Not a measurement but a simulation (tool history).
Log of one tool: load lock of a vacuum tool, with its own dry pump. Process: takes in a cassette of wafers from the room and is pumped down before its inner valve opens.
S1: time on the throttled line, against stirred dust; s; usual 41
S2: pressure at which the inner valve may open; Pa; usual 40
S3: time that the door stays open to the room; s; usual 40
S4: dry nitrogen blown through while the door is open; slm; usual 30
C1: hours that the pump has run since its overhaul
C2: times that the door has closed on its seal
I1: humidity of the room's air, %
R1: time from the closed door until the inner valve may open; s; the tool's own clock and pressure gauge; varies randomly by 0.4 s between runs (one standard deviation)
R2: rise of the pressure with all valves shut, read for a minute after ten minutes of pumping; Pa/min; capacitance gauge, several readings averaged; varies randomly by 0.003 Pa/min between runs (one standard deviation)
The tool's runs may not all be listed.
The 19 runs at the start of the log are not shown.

{"run": 20, "day": 241.871, "S1": 50, "S2": 58, "S3": 77, "S4": 20, "C1": 8517, "C2": 30625, "I1": 46.9, "R1": 81.8, "R2": 0.024}
{"run": 21, "day": 255.792, "S1": 41, "S2": 67, "S3": 222, "S4": 8, "C1": 8851, "C2": 32095, "I1": 44.9, "R1": 74.1, "R2": 0.06}
{"run": 22, "day": 272.404, "S1": 41, "S2": 32, "S3": 222, "S4": 8, "C1": 9249, "C2": 33850, "I1": 45.8, "R1": 79.1, "R2": 0.067}
{"run": 23, "day": 280.617, "S1": 25, "S2": 36, "S3": 222, "S4": 8, "C1": 9446, "C2": 34717, "I1": 45.0, "R1": 66.8, "R2": 0.067}
{"run": 24, "day": 299.304, "S1": 25, "S2": 39, "S3": 222, "S4": 12, "C1": 9895, "C2": 36690, "I1": 42.3, "R1": 66.2, "R2": 0.052}
{"run": 25, "day": 311.296, "S1": 25, "S2": 39, "S3": 222, "S4": 12, "C1": 10183, "C2": 37957, "I1": 42.4, "R1": 66.1, "R2": 0.043}
{"run": 26, "day": 322.238, "S1": 25, "S2": 39, "S3": 222, "S4": 12, "C1": 10445, "C2": 39112, "I1": 40.1, "R1": 66.7, "R2": 0.052}
{"run": 27, "day": 342.212, "S1": 20, "S2": 39, "S3": 30, "S4": 12, "C1": 10925, "C2": 41222, "I1": 46.1, "R1": 62.6, "R2": 0.027}
{"run": 28, "day": 350.658, "S1": 41, "S2": 40, "S3": 77, "S4": 30, "C1": 11127, "C2": 42113, "I1": 46.1, "R1": 77.4, "R2": 0.025}
{"run": 29, "day": 361.921, "S1": 41, "S2": 40, "S3": 77, "S4": 30, "C1": 11398, "C2": 43303, "I1": 41.4, "R1": 78.1, "R2": 0.019}
{"run": 30, "day": 380.292, "S1": 41, "S2": 40, "S3": 77, "S4": 30, "C1": 11839, "C2": 45243, "I1": 43.2, "R1": 77.9, "R2": 0.02}
{"run": 31, "day": 393.617, "S1": 41, "S2": 40, "S3": 77, "S4": 30, "C1": 12158, "C2": 46650, "I1": 46.1, "R1": 78.0, "R2": 0.02}
{"run": 32, "day": 409.429, "S1": 41, "S2": 33, "S3": 40, "S4": 23, "C1": 12538, "C2": 48320, "I1": 48.4, "R1": 79.2, "R2": 0.026}

Here are 5 independent what-if runs from the current tool condition. What would each one return?
{"run": "A", "day": 419.583, "S1": 35, "S2": 33, "S3": 40, "S4": 24, "C1": 12782, "C2": 49392, "I1": 43.1, "R1": "?", "R2": "?"}
{"run": "B", "day": 419.583, "S1": 43, "S2": 33, "S3": 40, "S4": 15, "C1": 12782, "C2": 49392, "I1": 42.7, "R1": "?", "R2": "?"}
{"run": "C", "day": 419.583, "S1": 41, "S2": 49, "S3": 40, "S4": 30, "C1": 12782, "C2": 49392, "I1": 42.8, "R1": "?", "R2": "?"}
{"run": "D", "day": 419.583, "S1": 22, "S2": 40, "S3": 40, "S4": 30, "C1": 12782, "C2": 49392, "I1": 46.0, "R1": "?", "R2": "?"}
{"run": "E", "day": 419.583, "S1": 41, "S2": 40, "S3": 132, "S4": 23, "C1": 12782, "C2": 49392, "I1": 42.9, "R1": "?", "R2": "?"}

run=A R1=74.2 R2=0.018
run=B R1=79.7 R2=0.024
run=C R1=75.9 R2=0.019
run=D R1=64.1 R2=0.016
run=E R1=78.3 R2=0.031
With the hidden condition removed and each run's random variation left untouched, the same runs would have given:
run=A R1=74.2 R2=0.017
run=B R1=79.7 R2=0.023
run=C R1=75.9 R2=0.018
run=D R1=64.1 R2=0.015
run=E R1=78.2 R2=0.030

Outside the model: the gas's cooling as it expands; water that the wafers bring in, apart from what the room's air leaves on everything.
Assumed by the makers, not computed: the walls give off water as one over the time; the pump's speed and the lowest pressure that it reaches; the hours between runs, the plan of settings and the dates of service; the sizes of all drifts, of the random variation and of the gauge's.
